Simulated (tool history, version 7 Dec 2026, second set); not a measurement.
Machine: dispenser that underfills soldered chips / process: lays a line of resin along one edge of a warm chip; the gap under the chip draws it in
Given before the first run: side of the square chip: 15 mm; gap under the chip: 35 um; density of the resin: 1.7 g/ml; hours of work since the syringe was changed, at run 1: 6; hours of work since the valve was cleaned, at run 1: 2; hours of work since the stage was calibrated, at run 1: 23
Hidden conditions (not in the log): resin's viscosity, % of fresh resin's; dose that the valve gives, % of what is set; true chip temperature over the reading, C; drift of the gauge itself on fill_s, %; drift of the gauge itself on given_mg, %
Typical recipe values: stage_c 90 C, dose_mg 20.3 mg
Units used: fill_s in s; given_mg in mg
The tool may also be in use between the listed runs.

run,day,stage_c,dose_mg,hours of work since the syringe was changed,hours of work since the valve was cleaned,hours of work since the stage was calibrated,fill_s,given_mg
1,0,90,20.3,6,2,23,453.2,20.26
# day 0.062: new syringe of resin
2,0.154,90,20.3,2,5,26,329.3,20.14
# day 0.429: new syringe of resin
3,0.442,90,20.3,0,10,31,298.1,20.03
4,0.65,90,20.3,4,14,35,393.8,20.01
# day 0.8: new syringe of resin
5,0.871,90,20.3,1,18,39,318.7,19.95
6,1.088,78,21.6,5,22,43,735.4,21.16
# day 1.171: new syringe of resin
7,1.329,90,19.3,3,26,47,361.2,18.83

Expected results for the next run?
# day 1.533: new syringe of resin
8,1.6,90,19.3,1,31,52,?,?

Run 8 gave fill_s 318.3 s, given_mg 18.79 mg.
Without the tool's hidden state the same run would have given fill_s 290 s, given_mg 19.32 mg.

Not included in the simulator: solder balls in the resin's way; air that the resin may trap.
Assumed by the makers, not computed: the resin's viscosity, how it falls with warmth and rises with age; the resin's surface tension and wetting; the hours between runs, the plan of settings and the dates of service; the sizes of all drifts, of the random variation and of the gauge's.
